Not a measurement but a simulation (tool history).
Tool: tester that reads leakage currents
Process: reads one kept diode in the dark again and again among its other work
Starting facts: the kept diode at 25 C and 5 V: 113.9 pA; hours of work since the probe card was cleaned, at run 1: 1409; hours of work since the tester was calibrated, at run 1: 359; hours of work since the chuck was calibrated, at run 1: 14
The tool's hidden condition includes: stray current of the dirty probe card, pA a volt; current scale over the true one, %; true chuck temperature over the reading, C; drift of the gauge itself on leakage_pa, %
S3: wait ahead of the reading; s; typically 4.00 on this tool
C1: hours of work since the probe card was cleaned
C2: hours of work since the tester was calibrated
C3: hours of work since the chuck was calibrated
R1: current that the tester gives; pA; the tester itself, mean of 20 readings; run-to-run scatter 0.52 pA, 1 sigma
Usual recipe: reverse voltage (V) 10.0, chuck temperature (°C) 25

Run 1, hour 0.0: usual settings; C1 1409; C2 359; C3 14. Result: R1 173.27 pA.
Run 2, hour 115.7: usual settings; C1 1492; C2 441; C3 97. Result: R1 178.02 pA.
Run 3, hour 301.6: usual settings but S3 0.91 s; C1 1625; C2 575; C3 230. Result: R1 186.34 pA.
Run 4, hour 420.7: usual settings but S3 0.91 s; C1 1711; C2 660; C3 315. Result: R1 192.51 pA.
At hour 446.0: chuck's temperature calibrated.
Run 5, hour 586.0: usual settings but S3 0.91 s; C1 1827; C2 777; C3 100. Result: R1 200.41 pA.
Run 6, hour 737.5: usual settings but S3 0.91 s; C1 1936; C2 885; C3 209. Result: R1 208.27 pA.
Run 7, hour 893.1: usual settings but reverse voltage (V) 1.4, chuck temperature (°C) 26, S3 1.20 s; C1 2047; C2 997; C3 320. Result: R1 72.97 pA.
Run 8, hour 1095.4: usual settings but reverse voltage (V) 1.4, chuck temperature (°C) 60, S3 3.13 s; C1 2192; C2 1141; C3 465. Result: R1 1287.40 pA.
At hour 1314.0: probe card cleaned and baked.
Run 9, hour 1317.1: usual settings but reverse voltage (V) 1.4, chuck temperature (°C) 60, S3 1.35 s; C1 2; C2 1298; C3 622. Result: R1 1327.62 pA.
At hour 1354.0: chuck's temperature calibrated, once more.
Run 10, hour 1507.6: usual settings but reverse voltage (V) 12.6, chuck temperature (°C) 60, S3 9.06 s; C1 137; C2 1433; C3 110. Result: R1 3834.79 pA.

For some of the steps in R1 from one run to the next: how much would appear even if the tool had no hidden state, given the settings, what came in and random variation, and how much remains for the hidden state plus any gauge scatter that the measured result and the result without hidden state don't share?
Run 9 -> 10: reverse voltage (V) 1.4 -> 12.6, S3 1.35 -> 9.06, chuck's temperature calibrated, once more. R1 +2507.17 pA: hidden state -259.00, all else +2766.17.

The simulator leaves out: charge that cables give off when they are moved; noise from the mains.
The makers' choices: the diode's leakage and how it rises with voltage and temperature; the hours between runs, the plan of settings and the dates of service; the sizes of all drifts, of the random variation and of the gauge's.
